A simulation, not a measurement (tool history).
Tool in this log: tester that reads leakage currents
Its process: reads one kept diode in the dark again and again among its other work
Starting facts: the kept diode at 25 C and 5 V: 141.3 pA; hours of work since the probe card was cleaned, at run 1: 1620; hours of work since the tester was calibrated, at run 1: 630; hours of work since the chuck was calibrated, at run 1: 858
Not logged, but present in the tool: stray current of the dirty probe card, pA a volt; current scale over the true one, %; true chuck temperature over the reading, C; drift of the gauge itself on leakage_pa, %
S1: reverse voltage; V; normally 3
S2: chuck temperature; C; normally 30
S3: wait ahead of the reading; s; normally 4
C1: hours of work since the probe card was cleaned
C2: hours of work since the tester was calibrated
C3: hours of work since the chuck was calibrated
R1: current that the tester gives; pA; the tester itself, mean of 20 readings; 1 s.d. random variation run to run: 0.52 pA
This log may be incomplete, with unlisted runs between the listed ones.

run,day,S1,S2,S3,C1,C2,C3,R1
1,0,3,30,4,1620,630,858,173.88
2,2.192,3,30,4,1647,657,884,175.09
3,4.238,1.08,30,4,1672,682,909,111.26
# day 6.508: chuck's temperature calibrated
4,6.825,1.08,44,4,1702,712,4,344.13
5,8.771,4.22,30,4,1726,736,28,201.95
6,10.071,4.22,30,4,1742,752,43,202.29
7,11.904,3,30,1.02,1764,774,66,172.89
8,14.646,3,30,4,1798,808,99,173.36
9,17.292,3,30,4,1830,840,131,173.24
10,18.917,3,30,4,1850,860,151,173.26
11,20.325,3,30,4,1867,877,168,173.34
12,21.825,1.01,31,4,1885,895,187,117.61
13,24.567,1.01,31,4,1919,929,220,117.56
14,26.329,7.79,31,4,1940,950,242,287.91
15,28.758,3,43,1.34,1970,980,271,500.08
16,30.154,3,43,1.34,1987,997,288,499.92
17,31.788,3.2,35,0.92,2007,1017,308,271.67
18,33.246,2.03,24,0.92,2025,1034,326,87.85
19,35.758,3.33,49,9.87,2055,1065,357,824.42

5 ways to go on from here, each from the tool as it stands after run 19. What would each give?
A,38.046,3,30,4.49,2083,1093,385,?
B,38.046,5.12,42,0.35,2083,1093,385,?
C,38.046,3,52,1.23,2083,1093,385,?
D,38.046,5.62,22,9.57,2083,1093,385,?
E,38.046,1.13,49,9.87,2083,1093,385,?

run,R1
A,173.58
B,586.84
C,984.16
D,114.39
E,514.23
Take away the tool's hidden state, keep each run's random variation, and the runs would have read:
run,R1
A,173.47
B,586.5
C,983.65
D,114.3
E,513.96
